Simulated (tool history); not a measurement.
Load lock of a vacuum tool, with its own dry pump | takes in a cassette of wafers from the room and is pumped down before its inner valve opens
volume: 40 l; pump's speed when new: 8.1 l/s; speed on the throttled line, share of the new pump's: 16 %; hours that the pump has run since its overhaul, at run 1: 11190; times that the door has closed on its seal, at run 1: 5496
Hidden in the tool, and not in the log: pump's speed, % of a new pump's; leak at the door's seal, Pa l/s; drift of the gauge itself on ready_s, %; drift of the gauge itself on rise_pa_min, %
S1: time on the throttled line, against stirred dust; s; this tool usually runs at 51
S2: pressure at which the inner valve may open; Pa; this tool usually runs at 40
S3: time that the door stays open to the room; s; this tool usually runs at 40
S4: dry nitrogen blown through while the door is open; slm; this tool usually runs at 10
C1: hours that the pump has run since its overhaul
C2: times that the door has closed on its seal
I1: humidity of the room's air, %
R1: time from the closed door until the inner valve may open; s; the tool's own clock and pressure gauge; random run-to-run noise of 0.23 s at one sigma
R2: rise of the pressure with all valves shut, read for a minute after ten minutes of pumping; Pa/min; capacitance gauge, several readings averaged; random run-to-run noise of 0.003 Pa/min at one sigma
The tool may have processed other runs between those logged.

run 1 day=0 | S1=51 S2=40 S3=40 S4=10 | C1=11190 C2=5496 | I1=46.9 | R1=85.2 R2=0.065
run 2 day=3.842 | S1=51 S2=40 S3=40 S4=10 | C1=11282 C2=5727 | I1=46.2 | R1=84.8 R2=0.066
run 3 day=8.875 | S1=51 S2=40 S3=40 S4=10 | C1=11403 C2=6029 | I1=43.7 | R1=84.7 R2=0.067
run 4 day=13.283 | S1=51 S2=40 S3=40 S4=4 | C1=11509 C2=6294 | I1=45.5 | R1=84.9 R2=0.077
run 5 day=20.108 | S1=51 S2=40 S3=40 S4=4 | C1=11673 C2=6704 | I1=43.5 | R1=84.5 R2=0.073
run 6 day=23.588 | S1=51 S2=40 S3=40 S4=4 | C1=11756 C2=6914 | I1=44.4 | R1=84.8 R2=0.072
run 7 day=28.667 | S1=51 S2=40 S3=40 S4=4 | C1=11878 C2=7219 | I1=42.3 | R1=84.8 R2=0.078
run 8 day=32.946 | S1=36 S2=40 S3=40 S4=4 | C1=11981 C2=7476 | I1=46.6 | R1=72.2 R2=0.083
run 9 day=36.692 | S1=51 S2=40 S3=40 S4=10 | C1=12071 C2=7701 | I1=44.7 | R1=84.9 R2=0.071
run 10 day=42.971 | S1=51 S2=40 S3=40 S4=10 | C1=12221 C2=8078 | I1=46.5 | R1=84.8 R2=0.083
run 11 day=47.129 | S1=51 S2=40 S3=40 S4=10 | C1=12321 C2=8328 | I1=44.7 | R1=84.3 R2=0.075
run 12 day=54.096 | S1=51 S2=48 S3=192 S4=7 | C1=12488 C2=8747 | I1=41.5 | R1=84.1 R2=0.128
run 13 day=59.025 | S1=27 S2=31 S3=68 S4=28 | C1=12607 C2=9043 | I1=46.2 | R1=67 R2=0.076
run 14 day=63 | S1=45 S2=48 S3=40 S4=10 | C1=12702 C2=9282 | I1=46.4 | R1=79.3 R2=0.079
run 15 day=68.017 | S1=45 S2=48 S3=40 S4=10 | C1=12823 C2=9584 | I1=47.3 | R1=79.2 R2=0.081
run 16 day=71.412 | S1=96 S2=40 S3=40 S4=38 | C1=12904 C2=9788 | I1=45.1 | R1=121.7 R2=0.066
run 17 day=75.071 | S1=96 S2=40 S3=40 S4=38 | C1=12992 C2=10007 | I1=44 | R1=121.3 R2=0.065
run 18 day=80.092 | S1=62 S2=74 S3=103 S4=11 | C1=13112 C2=10309 | I1=42.1 | R1=90.7 R2=0.108
run 19 day=85.562 | S1=51 S2=40 S3=216 S4=10 | C1=13244 C2=10638 | I1=41.1 | R1=85.3 R2=0.123
run 20 day=92.75 | S1=69 S2=31 S3=213 S4=5 | C1=13416 C2=11070 | I1=48.3 | R1=101.5 R2=0.168
run 21 day=98.508 | S1=69 S2=62 S3=213 S4=19 | C1=13554 C2=11416 | I1=45.3 | R1=97.6 R2=0.131
run 22 day=104.525 | S1=33 S2=40 S3=114 S4=10 | C1=13699 C2=11777 | I1=43.9 | R1=70.5 R2=0.122

Consider 3 possible next runs. They are alternatives, not a sequence: every one starts from the tool as it was left by run 22. What does each give?
run A day=110.779 | S1=33 S2=74 S3=136 S4=12 | C1=13849 C2=12153 | I1=46.5 | R1=? R2=?
run B day=110.779 | S1=51 S2=40 S3=53 S4=10 | C1=13849 C2=12153 | I1=45 | R1=? R2=?
run C day=110.779 | S1=51 S2=52 S3=35 S4=10 | C1=13849 C2=12153 | I1=48.8 | R1=? R2=?

run=A R1=66.9 R2=0.134
run=B R1=85.1 R2=0.096
run=C R1=83.4 R2=0.089
Stripped of hidden state, with their random variation kept, the same runs would have yielded:
run=A R1=63.4 R2=0.091
run=B R1=81.6 R2=0.053
run=C R1=80.1 R2=0.046

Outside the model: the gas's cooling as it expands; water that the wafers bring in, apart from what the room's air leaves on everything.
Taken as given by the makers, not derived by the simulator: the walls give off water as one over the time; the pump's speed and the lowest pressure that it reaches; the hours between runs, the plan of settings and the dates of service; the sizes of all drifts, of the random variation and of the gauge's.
